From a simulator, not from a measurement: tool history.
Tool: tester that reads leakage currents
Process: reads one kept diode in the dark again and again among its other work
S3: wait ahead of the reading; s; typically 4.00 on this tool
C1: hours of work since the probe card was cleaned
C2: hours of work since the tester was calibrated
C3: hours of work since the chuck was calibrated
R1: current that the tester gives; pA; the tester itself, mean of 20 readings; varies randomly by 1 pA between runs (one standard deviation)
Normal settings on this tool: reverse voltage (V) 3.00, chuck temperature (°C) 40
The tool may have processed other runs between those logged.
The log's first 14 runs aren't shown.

run 15 hour=1205.9 | reverse_voltage_(V)=3.00 chuck_temperature_(°C)=40 S3=1.26 | C1=1422 C2=4431 C3=802 | R1=346.17
run 16 hour=1298.4 | reverse_voltage_(V)=3.00 chuck_temperature_(°C)=40 S3=2.51 | C1=1493 C2=4502 C3=873 | R1=345.06
run 17 hour=1413.2 | reverse_voltage_(V)=3.00 chuck_temperature_(°C)=40 S3=4.00 | C1=1581 C2=4590 C3=961 | R1=345.88
run 18 hour=1531.5 | reverse_voltage_(V)=3.00 chuck_temperature_(°C)=40 S3=4.00 | C1=1671 C2=4681 C3=1052 | R1=343.88
run 19 hour=1619.5 | reverse_voltage_(V)=3.00 chuck_temperature_(°C)=41 S3=4.00 | C1=1739 C2=4748 C3=1120 | R1=375.58
run 20 hour=1698.1 | reverse_voltage_(V)=3.00 chuck_temperature_(°C)=40 S3=4.00 | C1=1799 C2=4808 C3=1180 | R1=343.71
run 21 hour=1803.0 | reverse_voltage_(V)=3.00 chuck_temperature_(°C)=40 S3=4.00 | C1=1880 C2=4889 C3=1260 | R1=344.00
run 22 hour=1863.1 | reverse_voltage_(V)=10.34 chuck_temperature_(°C)=54 S3=1.09 | C1=1926 C2=4935 C3=1306 | R1=1909.67
-- hour=1871.8 tester calibrated
run 23 hour=1930.0 | reverse_voltage_(V)=3.00 chuck_temperature_(°C)=48 S3=7.63 | C1=1975 C2=45 C3=1356 | R1=671.31
run 24 hour=2035.1 | reverse_voltage_(V)=3.00 chuck_temperature_(°C)=48 S3=7.63 | C1=2056 C2=125 C3=1437 | R1=670.20
run 25 hour=2094.4 | reverse_voltage_(V)=4.70 chuck_temperature_(°C)=52 S3=4.00 | C1=2101 C2=171 C3=1482 | R1=1138.60
run 26 hour=2180.2 | reverse_voltage_(V)=9.49 chuck_temperature_(°C)=60 S3=0.38 | C1=2167 C2=237 C3=1548 | R1=2900.35
run 27 hour=2265.4 | reverse_voltage_(V)=3.00 chuck_temperature_(°C)=40 S3=2.57 | C1=2233 C2=302 C3=1613 | R1=344.89
run 28 hour=2363.4 | reverse_voltage_(V)=4.14 chuck_temperature_(°C)=25 S3=0.67 | C1=2308 C2=377 C3=1689 | R1=103.93
run 29 hour=2457.8 | reverse_voltage_(V)=9.41 chuck_temperature_(°C)=40 S3=0.88 | C1=2380 C2=449 C3=1761 | R1=574.63
run 30 hour=2507.8 | reverse_voltage_(V)=8.66 chuck_temperature_(°C)=40 S3=0.88 | C1=2419 C2=488 C3=1799 | R1=554.72
run 31 hour=2608.8 | reverse_voltage_(V)=8.66 chuck_temperature_(°C)=40 S3=0.88 | C1=2496 C2=565 C3=1877 | R1=555.84
run 32 hour=2710.9 | reverse_voltage_(V)=2.11 chuck_temperature_(°C)=40 S3=6.68 | C1=2574 C2=644 C3=1955 | R1=292.81
run 33 hour=2819.6 | reverse_voltage_(V)=2.11 chuck_temperature_(°C)=40 S3=6.68 | C1=2658 C2=727 C3=2038 | R1=293.45
-- hour=2832.8 probe card cleaned and baked
run 34 hour=2891.3 | reverse_voltage_(V)=2.11 chuck_temperature_(°C)=40 S3=6.68 | C1=45 C2=780 C3=2091 | R1=293.23
-- hour=2923.1 chuck's temperature calibrated
run 35 hour=2986.1 | reverse_voltage_(V)=2.11 chuck_temperature_(°C)=35 S3=6.68 | C1=116 C2=851 C3=48 | R1=189.12
run 36 hour=3054.2 | reverse_voltage_(V)=2.11 chuck_temperature_(°C)=35 S3=6.68 | C1=168 C2=903 C3=101 | R1=189.71
run 37 hour=3117.0 | reverse_voltage_(V)=2.11 chuck_temperature_(°C)=35 S3=6.68 | C1=216 C2=951 C3=149 | R1=190.12
run 38 hour=3222.4 | reverse_voltage_(V)=2.11 chuck_temperature_(°C)=35 S3=6.68 | C1=297 C2=1032 C3=229 | R1=190.72
run 39 hour=3302.5 | reverse_voltage_(V)=16.36 chuck_temperature_(°C)=34 S3=7.19 | C1=359 C2=1093 C3=291 | R1=440.15

Consider 5 possible next runs. They are alternatives, not a sequence: every one starts from the tool as it was left by run 39. What does each give?
run A hour=3370.5 | reverse_voltage_(V)=16.36 chuck_temperature_(°C)=37 S3=0.72 | C1=411 C2=1145 C3=343 | R1=?
run B hour=3370.5 | reverse_voltage_(V)=6.01 chuck_temperature_(°C)=31 S3=4.00 | C1=411 C2=1145 C3=343 | R1=?
run C hour=3370.5 | reverse_voltage_(V)=3.00 chuck_temperature_(°C)=22 S3=3.31 | C1=411 C2=1145 C3=343 | R1=?
run D hour=3370.5 | reverse_voltage_(V)=15.04 chuck_temperature_(°C)=47 S3=0.88 | C1=411 C2=1145 C3=343 | R1=?
run E hour=3370.5 | reverse_voltage_(V)=1.44 chuck_temperature_(°C)=21 S3=0.93 | C1=411 C2=1145 C3=343 | R1=?

run=A R1=577.26
run=B R1=211.28
run=C R1=66.96
run=D R1=1276.50
run=E R1=43.95
Had the tool no hidden state, the same runs would have come out as:
run=A R1=577.23
run=B R1=211.27
run=C R1=66.96
run=D R1=1276.49
run=E R1=43.95
